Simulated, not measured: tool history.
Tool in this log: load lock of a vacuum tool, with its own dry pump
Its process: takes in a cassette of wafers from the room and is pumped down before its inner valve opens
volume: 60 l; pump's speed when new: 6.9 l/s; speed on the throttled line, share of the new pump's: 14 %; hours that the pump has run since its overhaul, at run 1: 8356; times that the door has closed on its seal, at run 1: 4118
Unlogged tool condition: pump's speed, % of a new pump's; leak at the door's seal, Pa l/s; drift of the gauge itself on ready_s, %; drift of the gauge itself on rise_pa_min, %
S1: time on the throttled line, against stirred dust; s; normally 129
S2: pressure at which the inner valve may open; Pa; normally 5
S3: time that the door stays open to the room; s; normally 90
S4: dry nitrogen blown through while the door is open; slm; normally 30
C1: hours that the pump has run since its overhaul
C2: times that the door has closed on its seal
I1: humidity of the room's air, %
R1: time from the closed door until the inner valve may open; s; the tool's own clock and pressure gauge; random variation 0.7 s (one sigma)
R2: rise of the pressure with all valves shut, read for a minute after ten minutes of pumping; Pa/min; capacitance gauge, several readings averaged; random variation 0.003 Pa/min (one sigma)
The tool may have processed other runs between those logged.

run 1 hour=0 | S1=129 S2=5 S3=90 S4=30 | C1=8356 C2=4118 | I1=45.6 | R1=203.4 R2=0.065
run 2 hour=106.2 | S1=75 S2=5 S3=90 S4=30 | C1=8462 C2=4646 | I1=46.5 | R1=156.8 R2=0.074
run 3 hour=238.3 | S1=75 S2=5 S3=90 S4=30 | C1=8594 C2=5302 | I1=47.2 | R1=157 R2=0.076
run 4 hour=394.7 | S1=75 S2=5 S3=90 S4=30 | C1=8751 C2=6079 | I1=48.6 | R1=158 R2=0.081
run 5 hour=584.1 | S1=129 S2=5 S3=90 S4=30 | C1=8940 C2=7021 | I1=47.3 | R1=204.2 R2=0.09
run 6 hour=804.6 | S1=129 S2=5 S3=90 S4=30 | C1=9160 C2=8116 | I1=44 | R1=203.7 R2=0.091
run 7 hour=954.5 | S1=129 S2=5 S3=90 S4=30 | C1=9310 C2=8861 | I1=47.4 | R1=204.1 R2=0.11
run 8 hour=1176.5 | S1=129 S2=5 S3=90 S4=30 | C1=9532 C2=9964 | I1=44.3 | R1=203.8 R2=0.119
run 9 hour=1384.4 | S1=129 S2=5 S3=90 S4=30 | C1=9740 C2=10998 | I1=45.3 | R1=204.2 R2=0.128
run 10 hour=1511.5 | S1=255 S2=5 S3=90 S4=30 | C1=9867 C2=11629 | I1=44.8 | R1=311 R2=0.146
run 11 hour=1673.2 | S1=129 S2=5 S3=90 S4=30 | C1=10029 C2=12433 | I1=45.2 | R1=205 R2=0.148
run 12 hour=1865.3 | S1=129 S2=5 S3=90 S4=30 | C1=10221 C2=13387 | I1=43.4 | R1=204.8 R2=0.158
run 13 hour=2076.1 | S1=129 S2=5 S3=90 S4=30 | C1=10432 C2=14435 | I1=44 | R1=204.7 R2=0.167
run 14 hour=2174.6 | S1=135 S2=5 S3=90 S4=30 | C1=10531 C2=14924 | I1=41.8 | R1=210.2 R2=0.177
run 15 hour=2395.8 | S1=129 S2=5 S3=138 S4=30 | C1=10752 C2=16024 | I1=45.1 | R1=205.5 R2=0.203
run 16 hour=2514.9 | S1=129 S2=5 S3=90 S4=30 | C1=10871 C2=16616 | I1=45.1 | R1=205.6 R2=0.204
run 17 hour=2704.8 | S1=129 S2=9 S3=90 S4=30 | C1=11061 C2=17559 | I1=47.4 | R1=198.4 R2=0.214
run 18 hour=2888.1 | S1=129 S2=5 S3=90 S4=30 | C1=11244 C2=18470 | I1=45.4 | R1=204 R2=0.227
run 19 hour=3065.7 | S1=129 S2=5 S3=90 S4=30 | C1=11422 C2=19353 | I1=44.9 | R1=205.5 R2=0.248
run 20 hour=3167.1 | S1=129 S2=5 S3=34 S4=30 | C1=11523 C2=19857 | I1=43.4 | R1=204.2 R2=0.237
run 21 hour=3325.4 | S1=129 S2=5 S3=42 S4=6 | C1=11681 C2=20643 | I1=46.5 | R1=203.4 R2=0.286
run 22 hour=3502.5 | S1=129 S2=5 S3=29 S4=13 | C1=11858 C2=21523 | I1=44 | R1=206.1 R2=0.292
run 23 hour=3627.1 | S1=102 S2=6 S3=46 S4=34 | C1=11983 C2=22143 | I1=45.1 | R1=180.9 R2=0.28
run 24 hour=3797.6 | S1=102 S2=6 S3=51 S4=4 | C1=12153 C2=22990 | I1=45 | R1=181.1 R2=0.331
run 25 hour=3919.4 | S1=102 S2=6 S3=51 S4=4 | C1=12275 C2=23595 | I1=46.2 | R1=180.3 R2=0.345
run 26 hour=4160.1 | S1=102 S2=6 S3=51 S4=4 | C1=12516 C2=24791 | I1=44 | R1=180 R2=0.362
run 27 hour=4290.7 | S1=102 S2=6 S3=51 S4=4 | C1=12647 C2=25440 | I1=47.6 | R1=180.8 R2=0.376
run 28 hour=4533.3 | S1=66 S2=4 S3=116 S4=8 | C1=12889 C2=26646 | I1=42.6 | R1=155.9 R2=0.416
run 29 hour=4732.2 | S1=256 S2=9 S3=87 S4=9 | C1=13088 C2=27634 | I1=46.2 | R1=307.5 R2=0.419
run 30 hour=4904.5 | S1=130 S2=5 S3=72 S4=6 | C1=13260 C2=28491 | I1=43.6 | R1=207.2 R2=0.435
run 31 hour=5028.1 | S1=130 S2=8 S3=26 S4=6 | C1=13384 C2=29105 | I1=44.5 | R1=201.6 R2=0.431
run 32 hour=5263.4 | S1=130 S2=8 S3=26 S4=6 | C1=13619 C2=30274 | I1=46.4 | R1=202.7 R2=0.46
run 33 hour=5490.9 | S1=94 S2=8 S3=154 S4=8 | C1=13847 C2=31404 | I1=45.3 | R1=173 R2=0.534
run 34 hour=5692.1 | S1=129 S2=9 S3=90 S4=37 | C1=14048 C2=32404 | I1=42.7 | R1=200.7 R2=0.5
run 35 hour=5921.7 | S1=129 S2=4 S3=26 S4=28 | C1=14278 C2=33545 | I1=44.3 | R1=210.1 R2=0.515
run 36 hour=6053.5 | S1=129 S2=4 S3=26 S4=28 | C1=14409 C2=34200 | I1=45 | R1=209.5 R2=0.536
run 37 hour=6189.9 | S1=129 S2=5 S3=68 S4=27 | C1=14546 C2=34878 | I1=45.7 | R1=207.3 R2=0.564
run 38 hour=6351.9 | S1=129 S2=5 S3=68 S4=27 | C1=14708 C2=35683 | I1=41.8 | R1=208.2 R2=0.585

Hidden state or all else? Some run-to-run changes of R1, split into what the settings, what came in and random variation would give without the hidden state, and what is left for the hidden state (with any gauge scatter that isn't in both results):
Run 9 -> 10: S1 129 -> 255. R1 +106.8 s: hidden state -1.5, all else +108.3.
Run 10 -> 11: S1 255 -> 129. R1 -106 s: hidden state +1.7, all else -107.7.
Run 28 -> 29: S1 66 -> 256, S2 4 -> 9, S3 116 -> 87, S4 8 -> 9. R1 +151.6 s: hidden state -4.3, all else +155.9.
Run 29 -> 30: S1 256 -> 130, S2 9 -> 5, S3 87 -> 72, S4 9 -> 6. R1 -100.3 s: hidden state +3, all else -103.3.

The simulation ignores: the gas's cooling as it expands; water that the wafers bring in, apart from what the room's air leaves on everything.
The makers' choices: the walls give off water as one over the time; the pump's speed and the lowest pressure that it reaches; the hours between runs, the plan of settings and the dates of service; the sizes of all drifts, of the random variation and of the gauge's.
